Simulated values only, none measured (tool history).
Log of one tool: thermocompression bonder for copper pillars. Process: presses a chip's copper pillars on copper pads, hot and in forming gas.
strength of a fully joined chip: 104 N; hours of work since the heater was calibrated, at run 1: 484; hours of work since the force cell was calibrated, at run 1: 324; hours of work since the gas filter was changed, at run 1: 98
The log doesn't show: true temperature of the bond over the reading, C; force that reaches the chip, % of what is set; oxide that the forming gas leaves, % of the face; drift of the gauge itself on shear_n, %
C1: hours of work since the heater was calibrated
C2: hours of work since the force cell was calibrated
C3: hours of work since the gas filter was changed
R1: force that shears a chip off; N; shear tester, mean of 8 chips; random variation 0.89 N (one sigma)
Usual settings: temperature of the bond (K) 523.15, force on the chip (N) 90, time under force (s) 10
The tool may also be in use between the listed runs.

{"run": 1, "hour": 0.0, "temperature of the bond (K)": 523.15, "force on the chip (N)": 90, "time under force (s)": 10, "C1": 484, "C2": 324, "C3": 98, "R1": 74.7}
{"run": 2, "hour": 9.2, "temperature of the bond (K)": 523.15, "force on the chip (N)": 90, "time under force (s)": 10, "C1": 488, "C2": 329, "C3": 102, "R1": 76.1}
{"run": 3, "hour": 24.9, "temperature of the bond (K)": 523.15, "force on the chip (N)": 90, "time under force (s)": 10, "C1": 496, "C2": 336, "C3": 110, "R1": 74.1}
{"run": 4, "hour": 33.6, "temperature of the bond (K)": 523.15, "force on the chip (N)": 90, "time under force (s)": 10, "C1": 500, "C2": 340, "C3": 114, "R1": 73.4}
{"run": 5, "hour": 46.0, "temperature of the bond (K)": 523.15, "force on the chip (N)": 90, "time under force (s)": 10, "C1": 506, "C2": 346, "C3": 120, "R1": 72.8}
{"run": 6, "hour": 61.9, "temperature of the bond (K)": 523.15, "force on the chip (N)": 90, "time under force (s)": 10, "C1": 513, "C2": 354, "C3": 128, "R1": 73.4}
{"run": 7, "hour": 76.0, "temperature of the bond (K)": 546.15, "force on the chip (N)": 90, "time under force (s)": 10, "C1": 520, "C2": 361, "C3": 134, "R1": 89.2}
{"hour": 81.5, "done": "forming gas filter changed"}
{"run": 8, "hour": 89.8, "temperature of the bond (K)": 546.15, "force on the chip (N)": 90, "time under force (s)": 10, "C1": 527, "C2": 367, "C3": 4, "R1": 90.3}
{"run": 9, "hour": 99.6, "temperature of the bond (K)": 546.15, "force on the chip (N)": 90, "time under force (s)": 7, "C1": 531, "C2": 372, "C3": 9, "R1": 82.2}
{"run": 10, "hour": 118.9, "temperature of the bond (K)": 546.15, "force on the chip (N)": 90, "time under force (s)": 7, "C1": 541, "C2": 381, "C3": 18, "R1": 82.3}
{"run": 11, "hour": 137.8, "temperature of the bond (K)": 546.15, "force on the chip (N)": 90, "time under force (s)": 7, "C1": 550, "C2": 390, "C3": 27, "R1": 83.6}
{"run": 12, "hour": 152.3, "temperature of the bond (K)": 546.15, "force on the chip (N)": 90, "time under force (s)": 7, "C1": 557, "C2": 397, "C3": 34, "R1": 84.5}
{"run": 13, "hour": 165.3, "temperature of the bond (K)": 546.15, "force on the chip (N)": 90, "time under force (s)": 7, "C1": 563, "C2": 403, "C3": 40, "R1": 82.3}
{"run": 14, "hour": 177.4, "temperature of the bond (K)": 546.15, "force on the chip (N)": 90, "time under force (s)": 7, "C1": 569, "C2": 409, "C3": 46, "R1": 84.1}
{"run": 15, "hour": 187.6, "temperature of the bond (K)": 546.15, "force on the chip (N)": 90, "time under force (s)": 7, "C1": 574, "C2": 414, "C3": 51, "R1": 83.3}
{"run": 16, "hour": 204.3, "temperature of the bond (K)": 546.15, "force on the chip (N)": 90, "time under force (s)": 7, "C1": 582, "C2": 422, "C3": 59, "R1": 81.6}
{"run": 17, "hour": 217.0, "temperature of the bond (K)": 546.15, "force on the chip (N)": 90, "time under force (s)": 7, "C1": 588, "C2": 428, "C3": 65, "R1": 82.9}
{"run": 18, "hour": 230.6, "temperature of the bond (K)": 546.15, "force on the chip (N)": 90, "time under force (s)": 7, "C1": 594, "C2": 435, "C3": 72, "R1": 83.2}
{"run": 19, "hour": 243.0, "temperature of the bond (K)": 546.15, "force on the chip (N)": 90, "time under force (s)": 7, "C1": 600, "C2": 441, "C3": 78, "R1": 82.5}
{"run": 20, "hour": 255.6, "temperature of the bond (K)": 546.15, "force on the chip (N)": 90, "time under force (s)": 7, "C1": 606, "C2": 447, "C3": 84, "R1": 82.1}
{"run": 21, "hour": 269.9, "temperature of the bond (K)": 517.15, "force on the chip (N)": 94, "time under force (s)": 18, "C1": 613, "C2": 454, "C3": 91, "R1": 82.0}
{"run": 22, "hour": 280.3, "temperature of the bond (K)": 517.15, "force on the chip (N)": 94, "time under force (s)": 18, "C1": 618, "C2": 459, "C3": 96, "R1": 82.2}
{"run": 23, "hour": 293.8, "temperature of the bond (K)": 517.15, "force on the chip (N)": 94, "time under force (s)": 18, "C1": 625, "C2": 465, "C3": 102, "R1": 81.1}
{"run": 24, "hour": 314.4, "temperature of the bond (K)": 524.15, "force on the chip (N)": 55, "time under force (s)": 23, "C1": 635, "C2": 475, "C3": 112, "R1": 66.9}
{"run": 25, "hour": 329.6, "temperature of the bond (K)": 523.15, "force on the chip (N)": 64, "time under force (s)": 7, "C1": 642, "C2": 482, "C3": 119, "R1": 49.9}
{"run": 26, "hour": 350.2, "temperature of the bond (K)": 534.15, "force on the chip (N)": 60, "time under force (s)": 5, "C1": 652, "C2": 492, "C3": 129, "R1": 50.3}
{"hour": 365.3, "done": "forming gas filter changed"}
{"run": 27, "hour": 369.4, "temperature of the bond (K)": 534.15, "force on the chip (N)": 60, "time under force (s)": 5, "C1": 661, "C2": 501, "C3": 2, "R1": 48.4}
{"run": 28, "hour": 384.1, "temperature of the bond (K)": 534.15, "force on the chip (N)": 60, "time under force (s)": 5, "C1": 668, "C2": 508, "C3": 9, "R1": 48.2}
{"run": 29, "hour": 404.2, "temperature of the bond (K)": 528.15, "force on the chip (N)": 60, "time under force (s)": 12, "C1": 678, "C2": 518, "C3": 19, "R1": 60.7}
{"run": 30, "hour": 418.7, "temperature of the bond (K)": 548.15, "force on the chip (N)": 90, "time under force (s)": 10, "C1": 685, "C2": 525, "C3": 26, "R1": 89.5}
{"run": 31, "hour": 434.5, "temperature of the bond (K)": 523.15, "force on the chip (N)": 90, "time under force (s)": 20, "C1": 692, "C2": 533, "C3": 33, "R1": 85.9}
{"run": 32, "hour": 455.2, "temperature of the bond (K)": 537.15, "force on the chip (N)": 95, "time under force (s)": 26, "C1": 702, "C2": 543, "C3": 43, "R1": 96.8}
{"run": 33, "hour": 469.0, "temperature of the bond (K)": 537.15, "force on the chip (N)": 95, "time under force (s)": 26, "C1": 709, "C2": 549, "C3": 50, "R1": 96.5}
{"run": 34, "hour": 486.6, "temperature of the bond (K)": 537.15, "force on the chip (N)": 79, "time under force (s)": 16, "C1": 717, "C2": 558, "C3": 58, "R1": 86.0}
{"run": 35, "hour": 498.5, "temperature of the bond (K)": 549.15, "force on the chip (N)": 90, "time under force (s)": 10, "C1": 723, "C2": 563, "C3": 64, "R1": 89.2}
{"run": 36, "hour": 515.7, "temperature of the bond (K)": 521.15, "force on the chip (N)": 97, "time under force (s)": 26, "C1": 731, "C2": 572, "C3": 72, "R1": 92.2}
{"run": 37, "hour": 524.6, "temperature of the bond (K)": 514.15, "force on the chip (N)": 91, "time under force (s)": 10, "C1": 736, "C2": 576, "C3": 77, "R1": 68.3}
{"run": 38, "hour": 541.9, "temperature of the bond (K)": 514.15, "force on the chip (N)": 91, "time under force (s)": 10, "C1": 744, "C2": 584, "C3": 85, "R1": 67.9}
{"run": 39, "hour": 559.8, "temperature of the bond (K)": 514.15, "force on the chip (N)": 91, "time under force (s)": 10, "C1": 753, "C2": 593, "C3": 94, "R1": 68.2}

How the hidden state differs across the entries between the runs, from the last listed run before each to the first after it:
Between runs 7 and 8: forming gas filter changed (hour 81.5)
  oxide that the forming gas leaves, % of the face: 0.7 -> 0.51
Between runs 26 and 27: forming gas filter changed (hour 365.3)
  oxide that the forming gas leaves, % of the face: 0.7 -> 0.5

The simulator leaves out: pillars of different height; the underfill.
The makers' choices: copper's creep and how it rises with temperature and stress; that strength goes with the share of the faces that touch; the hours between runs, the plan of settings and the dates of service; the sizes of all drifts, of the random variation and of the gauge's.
